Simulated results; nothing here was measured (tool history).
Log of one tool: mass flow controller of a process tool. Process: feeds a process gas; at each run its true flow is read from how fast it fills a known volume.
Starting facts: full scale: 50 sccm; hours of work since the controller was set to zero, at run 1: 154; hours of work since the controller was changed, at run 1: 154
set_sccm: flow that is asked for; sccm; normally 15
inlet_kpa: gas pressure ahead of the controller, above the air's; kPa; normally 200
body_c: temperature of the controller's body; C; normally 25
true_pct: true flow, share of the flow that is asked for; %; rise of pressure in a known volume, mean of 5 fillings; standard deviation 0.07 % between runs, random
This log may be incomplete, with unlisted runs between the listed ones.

run	hour	set_sccm	inlet_kpa	body_c	hours of work since the controller was set to zero	hours of work since the controller was changed	true_pct
1	0	15	200	25	154	154	99.01
2	66.1	15	200	25	198	198	99.01
3	127.8	15	200	25	239	239	98.87
4	232.3	15	200	25	308	308	98.98
5	304.9	47	200	25	356	356	99.94
6	358.1	47	200	25	391	391	100
7	468	47	200	25	463	463	100.13
8	541.5	47	200	25	512	512	100.05
9	601.4	47	200	25	551	551	99.94
10	678.5	15	266	25	602	602	98.94
11	772.6	15	200	25	664	664	99.16
12	884.1	15	200	22	738	738	99.49
13	943	15	200	26	777	777	99.19
14	996.7	15	200	25	812	812	99.27
15	1111	15	156	25	887	887	99.37
16	1168.4	15	156	29	925	925	98.87
17	1270.2	15	156	29	992	992	98.94
18	1332	15	200	25	1033	1033	99.36
19	1388.6	15	187	25	1071	1071	99.34
20	1460.8	15	187	25	1118	1118	99.5
21	1558.9	15	187	25	1183	1183	99.47
22	1636	15	187	25	1234	1234	99.46
23	1705	15	200	25	1279	1279	99.53
24	1810.8	15	200	25	1349	1349	99.48
25	1885.6	25	223	38	1398	1398	98.3
26	1967.9	15	200	39	1453	1453	98.17
27	2054.8	15	152	25	1510	1510	99.52
28	2104.5	15	152	25	1543	1543	99.59

What does the tool deliver on the next run?
29	2214.5	17	242	25	1615	1615	?

Run 29 produced true_pct 99.49 %.
Take away the tool's hidden state, keep the run-to-run variation as it was, and the same run would have given true_pct 98.83 %.
